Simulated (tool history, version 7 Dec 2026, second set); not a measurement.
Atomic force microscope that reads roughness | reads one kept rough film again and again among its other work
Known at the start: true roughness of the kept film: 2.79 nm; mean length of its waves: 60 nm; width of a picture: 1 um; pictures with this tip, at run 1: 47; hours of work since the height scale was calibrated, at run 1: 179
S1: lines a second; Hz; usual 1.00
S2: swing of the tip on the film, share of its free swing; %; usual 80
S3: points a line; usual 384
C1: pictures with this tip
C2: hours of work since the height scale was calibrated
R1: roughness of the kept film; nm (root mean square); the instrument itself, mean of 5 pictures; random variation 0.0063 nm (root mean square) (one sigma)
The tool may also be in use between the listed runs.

run 1 hour=0.0 | S1=1.00 S2=80 S3=384 | C1=47 C2=179 | R1=2.383
run 2 hour=7.0 | S1=1.00 S2=80 S3=384 | C1=59 C2=182 | R1=2.361
run 3 hour=12.6 | S1=1.00 S2=80 S3=384 | C1=69 C2=185 | R1=2.354
-- hour=16.6 new tip fitted
run 4 hour=22.5 | S1=1.00 S2=80 S3=384 | C1=10 C2=190 | R1=2.439
run 5 hour=32.3 | S1=1.00 S2=80 S3=384 | C1=27 C2=195 | R1=2.412
run 6 hour=42.2 | S1=1.00 S2=80 S3=384 | C1=44 C2=200 | R1=2.384
run 7 hour=46.4 | S1=1.00 S2=80 S3=384 | C1=51 C2=202 | R1=2.380
run 8 hour=56.3 | S1=1.00 S2=80 S3=384 | C1=68 C2=207 | R1=2.351
-- hour=60.6 new tip fitted
run 9 hour=63.7 | S1=1.00 S2=80 S3=384 | C1=5 C2=210 | R1=2.446
run 10 hour=72.9 | S1=1.00 S2=80 S3=384 | C1=21 C2=215 | R1=2.426
run 11 hour=82.1 | S1=1.00 S2=80 S3=384 | C1=36 C2=219 | R1=2.390
run 12 hour=90.0 | S1=1.00 S2=80 S3=384 | C1=50 C2=223 | R1=2.376
run 13 hour=98.9 | S1=1.00 S2=80 S3=384 | C1=65 C2=228 | R1=2.346
run 14 hour=103.6 | S1=1.00 S2=80 S3=384 | C1=73 C2=230 | R1=2.335
-- hour=104.9 new tip fitted
run 15 hour=113.8 | S1=1.00 S2=80 S3=384 | C1=15 C2=235 | R1=2.426
run 16 hour=124.0 | S1=1.00 S2=80 S3=384 | C1=33 C2=240 | R1=2.404
run 17 hour=133.6 | S1=1.00 S2=80 S3=384 | C1=49 C2=245 | R1=2.368
run 18 hour=143.2 | S1=1.00 S2=80 S3=384 | C1=66 C2=250 | R1=2.352
-- hour=149.0 new tip fitted
run 19 hour=149.5 | S1=1.19 S2=76 S3=713 | C1=0 C2=252 | R1=2.461
run 20 hour=155.7 | S1=1.19 S2=76 S3=713 | C1=11 C2=256 | R1=2.438
run 21 hour=164.8 | S1=1.91 S2=61 S3=264 | C1=27 C2=260 | R1=2.499
run 22 hour=172.9 | S1=3.96 S2=70 S3=564 | C1=41 C2=264 | R1=2.100
run 23 hour=179.2 | S1=1.00 S2=63 S3=591 | C1=52 C2=267 | R1=2.534
run 24 hour=187.7 | S1=3.75 S2=70 S3=695 | C1=66 C2=271 | R1=2.094
-- hour=193.6 new tip fitted
run 25 hour=194.8 | S1=1.53 S2=65 S3=450 | C1=2 C2=275 | R1=2.537
run 26 hour=199.2 | S1=1.53 S2=65 S3=450 | C1=10 C2=277 | R1=2.517
run 27 hour=209.3 | S1=1.96 S2=78 S3=323 | C1=27 C2=282 | R1=2.237
run 28 hour=213.7 | S1=1.00 S2=64 S3=384 | C1=35 C2=284 | R1=2.541
run 29 hour=222.6 | S1=3.35 S2=72 S3=262 | C1=50 C2=289 | R1=2.110
run 30 hour=229.7 | S1=3.35 S2=72 S3=588 | C1=62 C2=292 | R1=2.110
run 31 hour=236.6 | S1=3.35 S2=72 S3=588 | C1=74 C2=296 | R1=2.089
-- hour=237.6 new tip fitted
run 32 hour=246.3 | S1=1.20 S2=72 S3=304 | C1=15 C2=300 | R1=2.483
run 33 hour=256.0 | S1=1.00 S2=76 S3=279 | C1=32 C2=305 | R1=2.458
run 34 hour=263.9 | S1=0.61 S2=76 S3=947 | C1=45 C2=309 | R1=2.509
run 35 hour=268.3 | S1=1.59 S2=60 S3=288 | C1=53 C2=311 | R1=2.495
run 36 hour=273.5 | S1=1.59 S2=60 S3=288 | C1=62 C2=314 | R1=2.477

The same runs without the tool's hidden state, with the same run-to-run variation:
The hidden state here: radius of the tip, nm; height scale over the true one, %; drift of the gauge itself on roughness_nm, %.
run=1 R1=2.446
run=2 R1=2.442
run=3 R1=2.450
run=4 R1=2.448
run=5 R1=2.447
run=6 R1=2.441
run=7 R1=2.446
run=8 R1=2.439
run=9 R1=2.450
run=10 R1=2.454
run=11 R1=2.439
run=12 R1=2.446
run=13 R1=2.437
run=14 R1=2.438
run=15 R1=2.445
run=16 R1=2.449
run=17 R1=2.434
run=18 R1=2.443
run=19 R1=2.457
run=20 R1=2.449
run=21 R1=2.536
run=22 R1=2.149
run=23 R1=2.610
run=24 R1=2.174
run=25 R1=2.533
run=26 R1=2.525
run=27 R1=2.268
run=28 R1=2.590
run=29 R1=2.168
run=30 R1=2.184
run=31 R1=2.177
run=32 R1=2.503
run=33 R1=2.503
run=34 R1=2.575
run=35 R1=2.573
run=36 R1=2.570
